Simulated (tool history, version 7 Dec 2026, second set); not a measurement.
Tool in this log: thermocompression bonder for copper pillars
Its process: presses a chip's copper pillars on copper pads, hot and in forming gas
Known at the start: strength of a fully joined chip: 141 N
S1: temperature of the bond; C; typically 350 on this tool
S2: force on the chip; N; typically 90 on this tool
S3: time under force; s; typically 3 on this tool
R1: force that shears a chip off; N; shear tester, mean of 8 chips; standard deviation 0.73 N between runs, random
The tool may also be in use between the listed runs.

run 1 hour=0 | S1=350 S2=90 S3=3 | R1=101.8
-- hour=31.5 forming gas filter changed
run 2 hour=31.5 | S1=350 S2=90 S3=3 | R1=104
-- hour=72.7 heater calibrated with a thermocouple chip
run 3 hour=75.7 | S1=350 S2=90 S3=3 | R1=98.8
run 4 hour=123.7 | S1=350 S2=90 S3=2 | R1=87.5
run 5 hour=175.6 | S1=365 S2=90 S3=3 | R1=103
run 6 hour=216 | S1=365 S2=90 S3=3 | R1=103.1
run 7 hour=248 | S1=364 S2=90 S3=3 | R1=102.9
run 8 hour=280.8 | S1=350 S2=95 S3=2 | R1=90.6
run 9 hour=309.6 | S1=350 S2=58 S3=3 | R1=66.3
run 10 hour=359.4 | S1=350 S2=58 S3=9 | R1=93.2
-- hour=398.3 force cell calibrated
run 11 hour=421.1 | S1=339 S2=128 S3=6 | R1=126.9
-- hour=467.2 forming gas filter changed
run 12 hour=477.4 | S1=340 S2=58 S3=5 | R1=82.2
run 13 hour=509.9 | S1=359 S2=71 S3=6 | R1=108.8
run 14 hour=561.3 | S1=366 S2=71 S3=7 | R1=114

Each row is a separate what-if for the run after 14, all from the same tool condition, not one after another. Results?
run A hour=602.1 | S1=370 S2=67 S3=2 | R1=?
run B hour=602.1 | S1=373 S2=119 S3=3 | R1=?
run C hour=602.1 | S1=362 S2=90 S3=3 | R1=?
run D hour=602.1 | S1=343 S2=129 S3=7 | R1=?

run=A R1=80.8
run=B R1=126.8
run=C R1=107.2
run=D R1=132.8
Had the tool no hidden state, the same runs would have come out as:
run=A R1=80.1
run=B R1=127.2
run=C R1=106.9
run=D R1=133.5

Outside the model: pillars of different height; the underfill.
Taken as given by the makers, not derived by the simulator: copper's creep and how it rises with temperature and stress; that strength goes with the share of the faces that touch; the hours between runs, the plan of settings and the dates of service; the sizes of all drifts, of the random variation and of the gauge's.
